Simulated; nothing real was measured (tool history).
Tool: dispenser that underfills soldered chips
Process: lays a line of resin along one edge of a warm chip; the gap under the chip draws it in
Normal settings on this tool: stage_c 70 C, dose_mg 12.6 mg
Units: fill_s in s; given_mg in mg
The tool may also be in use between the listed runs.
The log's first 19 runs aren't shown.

run     day  stage_c  dose_mg  fill_s  given_mg
      7.267  -- new syringe of resin
 20   7.267       81     11.4    26.7     10.62
 21   7.788       81     11.4    53.4     10.64
      7.921  -- new syringe of resin
 22   8.338       76     12.6    57.9     11.59
      8.579  -- new syringe of resin
 23   8.788       71     13.3    51.5     12.12
 24   9.171       83     12.2    53.2     11.05
      9.221  -- new syringe of resin
 25   9.512       83     13.8    35.9     12.47
      9.858  -- new syringe of resin
 26  10.058       66     10.9    70.7      9.81
     10.204  -- dispensing valve cleaned and set on the balance
     10.529  -- new syringe of resin
 27  10.546       55     14.9    79.8     14.83
 28  10.821       60     15.0    92.6     14.89
 29  11.088       56     12.6   158.1     12.52
     11.183  -- new syringe of resin
 30  11.592       61     11.5   104.7     11.28
     11.833  -- new syringe of resin
 31  12.075       73     11.1    51.9     10.71
 32  12.321       80     12.4    53.5     12.01
     12.462  -- new syringe of resin
 33  12.588       58     12.6    83.2     12.23
 34  12.896       58     10.8   130.0     10.31
     13.112  -- new syringe of resin
 35  13.146       84     14.0    24.7     13.58
 36  13.500       67     12.6    77.8     12.12

3 options for the next run, each taken on its own from the tool as it stands now. Forecast them:
     13.754  -- new syringe of resin
  A  13.829       68     15.2       ?         ?
     13.754  -- new syringe of resin
  B  13.829       67     15.7       ?         ?
     13.754  -- new syringe of resin
  C  13.829       62     15.1       ?         ?

run  fill_s  given_mg
  A    51.0     14.61
  B    52.3     14.95
  C    64.4     14.52
The same runs, with their run-to-run variation unchanged, on a tool lacking any hidden condition would have given:
run  fill_s  given_mg
  A    43.7     15.32
  B    44.9     15.68
  C    55.1     15.22
